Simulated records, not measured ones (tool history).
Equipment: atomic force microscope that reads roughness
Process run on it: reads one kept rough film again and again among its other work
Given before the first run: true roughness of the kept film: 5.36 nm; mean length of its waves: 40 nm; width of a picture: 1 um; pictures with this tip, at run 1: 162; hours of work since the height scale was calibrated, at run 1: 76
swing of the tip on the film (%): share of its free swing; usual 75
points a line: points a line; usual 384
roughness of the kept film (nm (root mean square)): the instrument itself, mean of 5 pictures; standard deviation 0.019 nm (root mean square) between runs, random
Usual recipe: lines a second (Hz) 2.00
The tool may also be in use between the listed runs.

| run | hour | lines a second (Hz) | swing of the tip on the film (%) | points a line | pictures with this tip | hours of work since the height scale was calibrated | roughness of the kept film (nm (root mean square)) |
|---|---|---|---|---|---|---|---|
| 1 | 0.0 | 2.00 | 75 | 384 | 162 | 76 | 4.224 |
| 2 | 9.2 | 2.00 | 75 | 384 | 171 | 79 | 4.252 |
| 3 | 18.7 | 2.23 | 75 | 384 | 179 | 83 | 4.218 |
| 4 | 37.1 | 3.84 | 75 | 384 | 195 | 91 | 3.916 |
| 5 | 47.9 | 3.84 | 75 | 384 | 205 | 95 | 3.910 |
| 6 | 56.7 | 3.84 | 75 | 384 | 213 | 99 | 3.916 |
| 7 | 68.5 | 3.84 | 75 | 384 | 223 | 104 | 3.891 |
| 8 | 79.0 | 3.84 | 75 | 384 | 232 | 108 | 3.879 |
| 9 | 93.2 | 0.51 | 75 | 384 | 245 | 114 | 4.365 |
|  | 95.8 | new tip fitted |
| 10 | 102.4 | 0.51 | 75 | 384 | 6 | 118 | 4.786 |
| 11 | 121.2 | 0.51 | 75 | 384 | 23 | 125 | 4.767 |
| 12 | 135.0 | 0.51 | 75 | 384 | 35 | 131 | 4.694 |
| 13 | 148.9 | 1.35 | 57 | 381 | 47 | 137 | 4.731 |
|  | 151.6 | height scale calibrated on a step standard |
| 14 | 158.4 | 1.35 | 57 | 381 | 55 | 3 | 4.673 |
| 15 | 177.1 | 0.56 | 66 | 661 | 71 | 11 | 4.677 |
| 16 | 188.6 | 0.56 | 66 | 661 | 81 | 15 | 4.681 |
| 17 | 197.7 | 0.56 | 66 | 661 | 89 | 19 | 4.644 |
| 18 | 215.7 | 0.75 | 66 | 351 | 105 | 26 | 4.651 |

What if the next run were any one of these 4? Each begins from the tool's condition after run 18:
| A | 223.7 | 0.92 | 82 | 384 | 112 | 30 | ? |
| B | 223.7 | 2.73 | 84 | 291 | 112 | 30 | ? |
| C | 223.7 | 1.53 | 80 | 499 | 112 | 30 | ? |
| D | 223.7 | 0.85 | 66 | 578 | 112 | 30 | ? |

| run | roughness of the kept film (nm (root mean square)) |
|---|---|
| A | 4.465 |
| B | 3.986 |
| C | 4.350 |
| D | 4.609 |
Without the tool's unlogged condition, the same runs would have read:
| run | roughness of the kept film (nm (root mean square)) |
|---|---|
| A | 4.653 |
| B | 4.153 |
| C | 4.532 |
| D | 4.803 |

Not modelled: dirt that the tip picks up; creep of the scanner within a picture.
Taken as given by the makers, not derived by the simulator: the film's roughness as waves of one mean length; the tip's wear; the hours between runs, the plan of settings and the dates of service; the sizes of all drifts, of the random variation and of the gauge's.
